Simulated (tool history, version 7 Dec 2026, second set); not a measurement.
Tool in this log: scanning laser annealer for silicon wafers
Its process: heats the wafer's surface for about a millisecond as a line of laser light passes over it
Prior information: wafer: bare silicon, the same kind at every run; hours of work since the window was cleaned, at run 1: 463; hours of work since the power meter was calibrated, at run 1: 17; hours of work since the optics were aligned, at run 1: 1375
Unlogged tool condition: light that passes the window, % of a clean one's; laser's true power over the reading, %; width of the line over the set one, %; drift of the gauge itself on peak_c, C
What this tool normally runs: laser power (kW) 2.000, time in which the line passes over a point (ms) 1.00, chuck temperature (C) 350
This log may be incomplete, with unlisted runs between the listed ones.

| run | hour | laser power (kW) | time in which the line passes over a point (ms) | chuck temperature (C) | hours of work since the window was cleaned | hours of work since the power meter was calibrated | hours of work since the optics were aligned | highest temperature of the surface (C) |
|---|---|---|---|---|---|---|---|---|
| 1 | 0.0 | 2.000 | 1.00 | 350 | 463 | 17 | 1375 | 1134 |
| 2 | 9.0 | 2.000 | 1.00 | 350 | 468 | 22 | 1380 | 1129 |
| 3 | 18.6 | 2.000 | 1.00 | 356 | 473 | 27 | 1386 | 1131 |
| 4 | 28.3 | 2.000 | 1.00 | 350 | 478 | 33 | 1391 | 1126 |
| 5 | 38.2 | 2.000 | 1.00 | 350 | 484 | 38 | 1396 | 1124 |
| 6 | 46.5 | 2.000 | 1.00 | 350 | 488 | 43 | 1401 | 1120 |
| 7 | 52.2 | 2.000 | 0.78 | 350 | 491 | 46 | 1404 | 1039 |
| 8 | 57.9 | 2.000 | 0.78 | 350 | 494 | 49 | 1407 | 1044 |
| 9 | 68.3 | 1.938 | 0.78 | 350 | 500 | 55 | 1413 | 1016 |
| 10 | 80.7 | 1.938 | 0.78 | 350 | 507 | 61 | 1419 | 1014 |
| 11 | 88.9 | 1.938 | 0.78 | 350 | 511 | 66 | 1424 | 1012 |
| 12 | 97.6 | 1.895 | 0.96 | 367 | 516 | 71 | 1429 | 1079 |
| 13 | 104.1 | 2.048 | 1.00 | 350 | 520 | 74 | 1432 | 1145 |
| 14 | 116.5 | 2.057 | 0.76 | 350 | 527 | 81 | 1439 | 1055 |
| 15 | 124.9 | 2.167 | 0.78 | 335 | 531 | 85 | 1444 | 1095 |
| 16 | 131.4 | 1.701 | 1.05 | 346 | 535 | 89 | 1447 | 999 |
| 17 | 140.7 | 2.114 | 0.84 | 346 | 540 | 94 | 1452 | 1104 |
| 18 | 151.6 | 2.114 | 0.84 | 346 | 546 | 100 | 1458 | 1107 |

For run 19, what comes out?
| 19 | 158.2 | 2.114 | 0.84 | 346 | 549 | 104 | 1462 | ? |

{"run 19": {"highest temperature of the surface (C)": 1104}}
Had the tool carried no hidden state, the very same run would have given highest temperature of the surface (C) 1168.

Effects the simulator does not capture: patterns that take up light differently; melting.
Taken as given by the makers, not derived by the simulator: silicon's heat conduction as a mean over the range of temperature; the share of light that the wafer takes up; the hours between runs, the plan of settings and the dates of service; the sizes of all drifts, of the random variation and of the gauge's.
